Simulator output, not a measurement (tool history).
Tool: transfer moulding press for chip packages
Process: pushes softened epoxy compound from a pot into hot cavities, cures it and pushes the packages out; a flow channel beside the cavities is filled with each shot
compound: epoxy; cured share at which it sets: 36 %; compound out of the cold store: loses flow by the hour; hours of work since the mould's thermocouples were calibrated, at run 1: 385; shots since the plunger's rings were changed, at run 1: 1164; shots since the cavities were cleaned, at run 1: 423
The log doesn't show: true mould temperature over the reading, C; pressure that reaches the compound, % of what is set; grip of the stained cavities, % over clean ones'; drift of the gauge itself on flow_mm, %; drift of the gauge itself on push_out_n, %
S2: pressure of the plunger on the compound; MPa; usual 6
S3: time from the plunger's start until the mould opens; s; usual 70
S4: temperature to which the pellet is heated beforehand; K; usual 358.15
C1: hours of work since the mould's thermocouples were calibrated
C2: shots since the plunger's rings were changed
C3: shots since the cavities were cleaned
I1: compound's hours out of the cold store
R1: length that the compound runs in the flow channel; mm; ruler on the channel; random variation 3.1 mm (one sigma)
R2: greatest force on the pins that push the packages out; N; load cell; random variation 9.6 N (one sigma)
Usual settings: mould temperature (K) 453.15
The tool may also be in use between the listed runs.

run 1 hour=0 | mould_temperature_(K)=453.15 S2=6 S3=70 S4=358.15 | C1=385 C2=1164 C3=423 | I1=18.7 | R1=653 R2=707
-- hour=20.9 cavities cleaned with cleaning compound and waxed
run 2 hour=29.7 | mould_temperature_(K)=453.15 S2=6 S3=70 S4=358.15 | C1=406 C2=1680 C3=161 | I1=8.4 | R1=686 R2=584
run 3 hour=56.8 | mould_temperature_(K)=453.15 S2=6 S3=77 S4=358.15 | C1=426 C2=2174 C3=655 | I1=11.9 | R1=673 R2=665
-- hour=64.2 cavities cleaned with cleaning compound and waxed
run 4 hour=71 | mould_temperature_(K)=453.15 S2=6 S3=77 S4=358.15 | C1=435 C2=2406 C3=123 | I1=31 | R1=616 R2=464
-- hour=74.1 mould's thermocouples calibrated
run 5 hour=87.7 | mould_temperature_(K)=453.15 S2=6 S3=77 S4=358.15 | C1=10 C2=2675 C3=392 | I1=20.7 | R1=640 R2=607
run 6 hour=106.4 | mould_temperature_(K)=453.15 S2=6 S3=70 S4=358.15 | C1=24 C2=3018 C3=735 | I1=42.8 | R1=582 R2=718
-- hour=110.6 cavities cleaned with cleaning compound and waxed
run 7 hour=126 | mould_temperature_(K)=453.15 S2=6.13 S3=70 S4=358.15 | C1=37 C2=3348 C3=282 | I1=33.3 | R1=609 R2=599
-- hour=149.5 mould's thermocouples calibrated, once more
-- hour=156.6 cavities cleaned with cleaning compound and waxed
run 8 hour=158.1 | mould_temperature_(K)=446.15 S2=5.11 S3=70 S4=357.15 | C1=5 C2=3871 C3=27 | I1=35.7 | R1=558 R2=708
run 9 hour=171.7 | mould_temperature_(K)=446.15 S2=5.11 S3=70 S4=357.15 | C1=15 C2=4119 C3=275 | I1=17.2 | R1=601 R2=957
run 10 hour=190 | mould_temperature_(K)=450.15 S2=5.11 S3=89 S4=355.15 | C1=28 C2=4454 C3=610 | I1=36.6 | R1=550 R2=624
-- hour=199.7 cavities cleaned with cleaning compound and waxed
run 11 hour=218.9 | mould_temperature_(K)=453.15 S2=6 S3=89 S4=358.15 | C1=48 C2=4956 C3=353 | I1=41 | R1=570 R2=519
run 12 hour=235.9 | mould_temperature_(K)=453.15 S2=6.11 S3=89 S4=358.15 | C1=61 C2=5265 C3=662 | I1=18 | R1=634 R2=568
-- hour=242.6 cavities cleaned with cleaning compound and waxed
-- hour=249.2 plunger's sealing rings changed
run 13 hour=258.6 | mould_temperature_(K)=447.15 S2=7.39 S3=62 S4=361.15 | C1=74 C2=171 C3=247 | I1=41.4 | R1=679 R2=1062
run 14 hour=273.9 | mould_temperature_(K)=447.15 S2=4.98 S3=94 S4=363.15 | C1=86 C2=452 C3=528 | I1=40.8 | R1=557 R2=584

Hidden state at the last listed run before each entry between runs and at the first one after, where it differs:
Between runs 1 and 2: cavities cleaned with cleaning compound and waxed (hour 20.9)
  true mould temperature over the reading, C: -0.32 -> -0.35; pressure that reaches the compound, % of what is set: 97.39 -> 96.44; grip of the stained cavities, % over clean ones': 55.8 -> 26.8
  measured less the result without the state, R1: -8 -> -12 mm; R2: +261 -> +133 N
Between runs 3 and 4: cavities cleaned with cleaning compound and waxed (hour 64.2)
  true mould temperature over the reading, C: -0.38 -> -0.4; pressure that reaches the compound, % of what is set: 95.41 -> 94.96; grip of the stained cavities, % over clean ones': 66.9 -> 19
  measured less the result without the state, R1: -15 -> -16 mm; R2: +271 -> +78 N
Between runs 4 and 5: mould's thermocouples calibrated (hour 74.1)
  true mould temperature over the reading, C: -0.4 -> -0.54; pressure that reaches the compound, % of what is set: 94.96 -> 94.34; grip of the stained cavities, % over clean ones': 19 -> 50.2
  measured less the result without the state, R1: -16 -> -17 mm; R2: +78 -> +211 N
Between runs 6 and 7: cavities cleaned with cleaning compound and waxed (hour 110.6)
  true mould temperature over the reading, C: -0.56 -> -0.58; pressure that reaches the compound, % of what is set: 93.75 -> 93.11; grip of the stained cavities, % over clean ones': 70.6 -> 38.3
  measured less the result without the state, R1: -18 -> -21 mm; R2: +311 -> +178 N
Between runs 7 and 8: mould's thermocouples calibrated, once more (hour 149.5); cavities cleaned with cleaning compound and waxed (hour 156.6)
  true mould temperature over the reading, C: -0.58 -> 0.07; pressure that reaches the compound, % of what is set: 93.11 -> 91.98; grip of the stained cavities, % over clean ones': 38.3 -> 6.7
  measured less the result without the state, R1: -21 -> -24 mm; R2: +178 -> +41 N
Between runs 10 and 11: cavities cleaned with cleaning compound and waxed (hour 199.7)
  true mould temperature over the reading, C: 0.03 -> 0; pressure that reaches the compound, % of what is set: 90.93 -> 89.93; grip of the stained cavities, % over clean ones': 65.5 -> 44.8
  measured less the result without the state, R1: -26 -> -31 mm; R2: +248 -> +162 N
Between runs 12 and 13: cavities cleaned with cleaning compound and waxed (hour 242.6); plunger's sealing rings changed (hour 249.2)
  true mould temperature over the reading, C: -0.01 -> -0.04; pressure that reaches the compound, % of what is set: 89.27 -> 99.58; grip of the stained cavities, % over clean ones': 65.5 -> 33.9
  measured less the result without the state, R1: -37 -> -2 mm; R2: +224 -> +270 N

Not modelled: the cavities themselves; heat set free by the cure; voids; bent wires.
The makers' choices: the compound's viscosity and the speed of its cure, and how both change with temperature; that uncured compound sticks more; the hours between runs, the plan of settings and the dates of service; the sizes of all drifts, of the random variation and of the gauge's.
